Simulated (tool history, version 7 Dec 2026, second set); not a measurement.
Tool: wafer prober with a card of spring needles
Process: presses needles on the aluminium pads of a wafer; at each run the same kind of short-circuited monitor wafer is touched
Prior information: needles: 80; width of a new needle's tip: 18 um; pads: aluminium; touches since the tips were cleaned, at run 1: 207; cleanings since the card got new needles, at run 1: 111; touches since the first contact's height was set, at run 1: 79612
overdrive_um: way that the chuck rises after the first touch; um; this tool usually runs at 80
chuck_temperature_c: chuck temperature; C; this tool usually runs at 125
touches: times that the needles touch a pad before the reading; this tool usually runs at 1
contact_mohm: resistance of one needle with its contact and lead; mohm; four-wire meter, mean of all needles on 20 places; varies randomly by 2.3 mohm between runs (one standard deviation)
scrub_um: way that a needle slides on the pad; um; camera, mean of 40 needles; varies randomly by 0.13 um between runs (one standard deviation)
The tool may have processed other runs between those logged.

run,hour,overdrive_um,chuck_temperature_c,touches,touches since the tips were cleaned,cleanings since the card got new needles,touches since the first contact's height was set,contact_mohm,scrub_um
1,0.0,80,125,1,207,111,79612,280,15.54
# hour 4.8: tips cleaned on abrasive film
# hour 10.4: tips cleaned on abrasive film
# hour 16.3: tips cleaned on abrasive film
2,17.2,80,28,1,469,114,88684,263,15.23
# hour 22.2: tips cleaned on abrasive film
# hour 28.2: tips cleaned on abrasive film
# hour 34.4: tips cleaned on abrasive film
3,38.8,80,125,1,2391,117,100145,353,15.38
# hour 40.2: tips cleaned on abrasive film
# hour 45.2: tips cleaned on abrasive film
# hour 50.1: tips cleaned on abrasive film
# hour 55.1: tips cleaned on abrasive film
4,58.8,80,125,1,1945,121,110622,345,15.25
# hour 61.3: tips cleaned on abrasive film
# hour 67.4: tips cleaned on abrasive film
# hour 73.4: tips cleaned on abrasive film
# hour 78.5: tips cleaned on abrasive film
5,78.5,80,125,1,0,125,121033,268,15.10
# hour 84.6: tips cleaned on abrasive film
# hour 90.6: tips cleaned on abrasive film
6,92.4,80,125,1,957,127,128372,313,15.32
# hour 96.0: tips cleaned on abrasive film
# hour 101.7: tips cleaned on abrasive film
# hour 107.7: tips cleaned on abrasive film
7,110.0,81,125,1,1221,130,137661,324,15.05
# hour 113.6: tips cleaned on abrasive film
# hour 119.5: tips cleaned on abrasive film
8,122.7,80,51,1,1717,132,144380,326,14.92
# hour 125.3: tips cleaned on abrasive film
# hour 131.3: tips cleaned on abrasive film
# hour 136.3: tips cleaned on abrasive film
9,138.4,80,51,1,1110,135,152612,306,14.81
# hour 142.0: tips cleaned on abrasive film
# hour 147.0: tips cleaned on abrasive film
# hour 153.2: tips cleaned on abrasive film
# hour 159.4: tips cleaned on abrasive film
10,161.7,80,51,1,1219,139,164910,326,14.96
# hour 165.2: tips cleaned on abrasive film
# hour 171.3: tips cleaned on abrasive film
11,172.9,80,51,1,846,141,170836,302,14.78
# hour 176.6: tips cleaned on abrasive film
# hour 182.6: tips cleaned on abrasive film
# hour 188.6: tips cleaned on abrasive film
12,189.0,80,51,1,212,144,179342,272,14.64
# hour 193.8: tips cleaned on abrasive film
# hour 198.7: tips cleaned on abrasive film
# hour 204.8: tips cleaned on abrasive film
13,205.4,80,51,1,333,147,187990,279,14.52
# hour 207.0: height of the first contact set anew
# hour 210.4: tips cleaned on abrasive film
# hour 216.0: tips cleaned on abrasive film
# hour 222.0: tips cleaned on abrasive film
14,226.8,80,51,1,2545,150,10487,389,13.77
# hour 228.1: tips cleaned on abrasive film
# hour 234.0: tips cleaned on abrasive film
# hour 240.2: tips cleaned on abrasive film
15,240.4,80,51,1,119,153,17627,264,13.59
# hour 245.3: tips cleaned on abrasive film
# hour 251.3: tips cleaned on abrasive film
16,255.4,80,38,1,2229,155,25588,364,13.85
# hour 256.7: tips cleaned on abrasive film
# hour 262.5: tips cleaned on abrasive film
# hour 267.5: tips cleaned on abrasive film
# hour 272.5: tips cleaned on abrasive film
# hour 278.6: tips cleaned on abrasive film
17,279.4,80,38,1,403,160,38176,290,13.54
# hour 284.3: tips cleaned on abrasive film
# hour 289.3: tips cleaned on abrasive film
# hour 295.2: tips cleaned on abrasive film
18,297.2,62,99,3,1051,163,47598,330,9.71
# hour 300.8: tips cleaned on abrasive film
# hour 305.8: tips cleaned on abrasive film
19,309.6,84,44,2,2017,165,54124,317,14.31
# hour 312.0: tips cleaned on abrasive film
# hour 317.0: tips cleaned on abrasive film
# hour 322.9: tips cleaned on abrasive film
20,322.9,60,69,3,0,168,61103,275,9.41
# hour 328.8: tips cleaned on abrasive film
# hour 335.0: tips cleaned on abrasive film
# hour 341.0: tips cleaned on abrasive film
# hour 343.7: height of the first contact set anew, once more
# hour 346.5: tips cleaned on abrasive film
21,346.5,60,69,3,0,172,1462,269,12.01
# hour 352.6: tips cleaned on abrasive film
# hour 358.7: tips cleaned on abrasive film
22,359.4,80,67,1,375,174,8279,283,16.27
# hour 364.3: tips cleaned on abrasive film
# hour 370.2: tips cleaned on abrasive film
# hour 375.6: tips cleaned on abrasive film
23,375.6,80,36,2,0,177,16819,248,16.05
# hour 381.8: tips cleaned on abrasive film
# hour 387.8: tips cleaned on abrasive film
24,389.6,80,36,2,1000,179,24223,284,15.96

Run 25, settings as shown, results not yet in. Your forecast:
# hour 393.4: tips cleaned on abrasive film
# hour 398.4: tips cleaned on abrasive film
# hour 404.3: tips cleaned on abrasive film
25,406.4,80,36,2,1081,182,33038,?,?

contact_mohm: 280 mohm
scrub_um: 15.84 um
With the hidden condition absent and the run-to-run variation left alone, this run would have shown contact_mohm 234 mohm, scrub_um 16.12 um.
